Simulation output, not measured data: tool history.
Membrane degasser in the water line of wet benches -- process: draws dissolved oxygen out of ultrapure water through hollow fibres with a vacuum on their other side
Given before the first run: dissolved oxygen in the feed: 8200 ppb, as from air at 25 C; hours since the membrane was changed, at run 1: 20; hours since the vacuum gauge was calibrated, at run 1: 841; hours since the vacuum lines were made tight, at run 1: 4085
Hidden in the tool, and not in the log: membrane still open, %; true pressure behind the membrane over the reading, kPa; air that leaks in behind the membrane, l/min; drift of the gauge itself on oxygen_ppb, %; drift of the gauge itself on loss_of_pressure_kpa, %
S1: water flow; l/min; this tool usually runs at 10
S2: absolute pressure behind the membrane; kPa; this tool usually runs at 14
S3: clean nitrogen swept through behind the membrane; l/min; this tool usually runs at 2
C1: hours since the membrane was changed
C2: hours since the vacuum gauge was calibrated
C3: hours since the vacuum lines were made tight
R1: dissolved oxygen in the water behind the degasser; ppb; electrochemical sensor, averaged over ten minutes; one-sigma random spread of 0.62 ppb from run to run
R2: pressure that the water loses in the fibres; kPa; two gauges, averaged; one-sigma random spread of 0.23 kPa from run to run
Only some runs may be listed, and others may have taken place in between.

{"run": 1, "day": 0.0, "S1": 10, "S2": 14, "S3": 2, "C1": 20, "C2": 841, "C3": 4085, "R1": 134.7, "R2": 60.41}
{"run": 2, "day": 1.154, "S1": 10, "S2": 14, "S3": 2, "C1": 48, "C2": 869, "C3": 4113, "R1": 134.6, "R2": 60.08}
{"run": 3, "day": 3.029, "S1": 10, "S2": 14, "S3": 2, "C1": 93, "C2": 914, "C3": 4158, "R1": 134.1, "R2": 60.01}
{"run": 4, "day": 4.333, "S1": 10, "S2": 14, "S3": 2, "C1": 124, "C2": 945, "C3": 4189, "R1": 134.8, "R2": 60.17}
{"run": 5, "day": 5.875, "S1": 10, "S2": 14, "S3": 2, "C1": 161, "C2": 982, "C3": 4226, "R1": 134.7, "R2": 60.29}
{"run": 6, "day": 7.5, "S1": 10, "S2": 14, "S3": 2, "C1": 200, "C2": 1021, "C3": 4265, "R1": 135.4, "R2": 59.77}
{"run": 7, "day": 8.438, "S1": 10, "S2": 14, "S3": 2, "C1": 223, "C2": 1044, "C3": 4287, "R1": 134.5, "R2": 60.19}
{"run": 8, "day": 9.746, "S1": 10, "S2": 14, "S3": 4.89, "C1": 254, "C2": 1075, "C3": 4319, "R1": 58.1, "R2": 59.92}
{"run": 9, "day": 11.562, "S1": 10, "S2": 14, "S3": 2, "C1": 298, "C2": 1119, "C3": 4362, "R1": 134.2, "R2": 60.09}
{"run": 10, "day": 13.054, "S1": 10, "S2": 14, "S3": 2, "C1": 333, "C2": 1155, "C3": 4398, "R1": 135, "R2": 60.49}
{"run": 11, "day": 14.496, "S1": 10, "S2": 14, "S3": 2, "C1": 368, "C2": 1189, "C3": 4433, "R1": 134.8, "R2": 59.91}
{"run": 12, "day": 16.171, "S1": 10, "S2": 14, "S3": 2, "C1": 408, "C2": 1230, "C3": 4473, "R1": 134.7, "R2": 60.43}
{"run": 13, "day": 17.554, "S1": 10, "S2": 14, "S3": 2, "C1": 441, "C2": 1263, "C3": 4506, "R1": 133.8, "R2": 60.18}
{"run": 14, "day": 19.425, "S1": 10, "S2": 22.2, "S3": 2, "C1": 486, "C2": 1308, "C3": 4551, "R1": 232.4, "R2": 60.59}
{"run": 15, "day": 20.779, "S1": 10, "S2": 14, "S3": 2.4, "C1": 519, "C2": 1340, "C3": 4584, "R1": 114, "R2": 60.52}
{"run": 16, "day": 22.296, "S1": 10, "S2": 14, "S3": 2.4, "C1": 555, "C2": 1377, "C3": 4620, "R1": 113.1, "R2": 60.08}
{"run": 17, "day": 23.154, "S1": 10, "S2": 14, "S3": 2.4, "C1": 576, "C2": 1397, "C3": 4641, "R1": 113.5, "R2": 60.69}
{"run": 18, "day": 24.821, "S1": 8, "S2": 12.4, "S3": 2.4, "C1": 616, "C2": 1437, "C3": 4681, "R1": 77, "R2": 48.32}
{"run": 19, "day": 26.25, "S1": 8, "S2": 12.4, "S3": 2.4, "C1": 650, "C2": 1471, "C3": 4715, "R1": 78.3, "R2": 48.42}
{"run": 20, "day": 27.8, "S1": 8, "S2": 12.4, "S3": 2.4, "C1": 687, "C2": 1509, "C3": 4752, "R1": 78.3, "R2": 48.02}
{"run": 21, "day": 29.225, "S1": 6, "S2": 30.8, "S3": 4.83, "C1": 721, "C2": 1543, "C3": 4786, "R1": 88.2, "R2": 36.31}
{"run": 22, "day": 30.554, "S1": 14, "S2": 24, "S3": 4.32, "C1": 753, "C2": 1575, "C3": 4818, "R1": 174.8, "R2": 84.69}
{"run": 23, "day": 31.942, "S1": 6, "S2": 8.4, "S3": 4.64, "C1": 787, "C2": 1608, "C3": 4851, "R1": 18, "R2": 36.31}
{"run": 24, "day": 33.775, "S1": 11, "S2": 25.1, "S3": 1.56, "C1": 831, "C2": 1652, "C3": 4896, "R1": 363.7, "R2": 66.85}
{"run": 25, "day": 35.025, "S1": 10, "S2": 34.9, "S3": 2, "C1": 861, "C2": 1682, "C3": 4925, "R1": 381.5, "R2": 60.17}
{"run": 26, "day": 36.108, "S1": 11, "S2": 16.4, "S3": 5.81, "C1": 887, "C2": 1708, "C3": 4952, "R1": 66.6, "R2": 66.68}
{"run": 27, "day": 37.954, "S1": 11, "S2": 13.9, "S3": 1.5, "C1": 931, "C2": 1752, "C3": 4996, "R1": 191.7, "R2": 66.6}
{"run": 28, "day": 39.771, "S1": 10, "S2": 20.5, "S3": 3.35, "C1": 975, "C2": 1796, "C3": 5039, "R1": 131.2, "R2": 60.88}
{"run": 29, "day": 41.196, "S1": 15, "S2": 14, "S3": 2, "C1": 1009, "C2": 1830, "C3": 5074, "R1": 208.7, "R2": 90.26}
{"run": 30, "day": 43.054, "S1": 15, "S2": 14, "S3": 2, "C1": 1053, "C2": 1875, "C3": 5118, "R1": 209, "R2": 90.74}
{"run": 31, "day": 44.512, "S1": 7, "S2": 17, "S3": 2, "C1": 1088, "C2": 1910, "C3": 5153, "R1": 122.9, "R2": 42.39}
{"run": 32, "day": 45.896, "S1": 14, "S2": 9.6, "S3": 2, "C1": 1122, "C2": 1943, "C3": 5186, "R1": 120.2, "R2": 85.26}
{"run": 33, "day": 47.071, "S1": 6, "S2": 16.2, "S3": 2, "C1": 1150, "C2": 1971, "C3": 5215, "R1": 100, "R2": 36.65}

For some of the steps in R1 from one run to the next: how much would appear even if the tool had no hidden state, given the settings, what came in and random variation, and how much remains for the hidden state plus any gauge scatter that the measured result and the result without hidden state don't share?
Run 22 -> 23: S1 14 -> 6, S2 24 -> 8.4, S3 4.32 -> 4.64. R1 -156.8 ppb: hidden state -2, all else -154.8.
Run 23 -> 24: S1 6 -> 11, S2 8.4 -> 25.1, S3 4.64 -> 1.56. R1 +345.7 ppb: hidden state +5.2, all else +340.5.
Run 25 -> 26: S1 10 -> 11, S2 34.9 -> 16.4, S3 2 -> 5.81. R1 -314.9 ppb: hidden state -5, all else -309.9.
Run 26 -> 27: S2 16.4 -> 13.9, S3 5.81 -> 1.5. R1 +125.1 ppb: hidden state +2.6, all else +122.5.
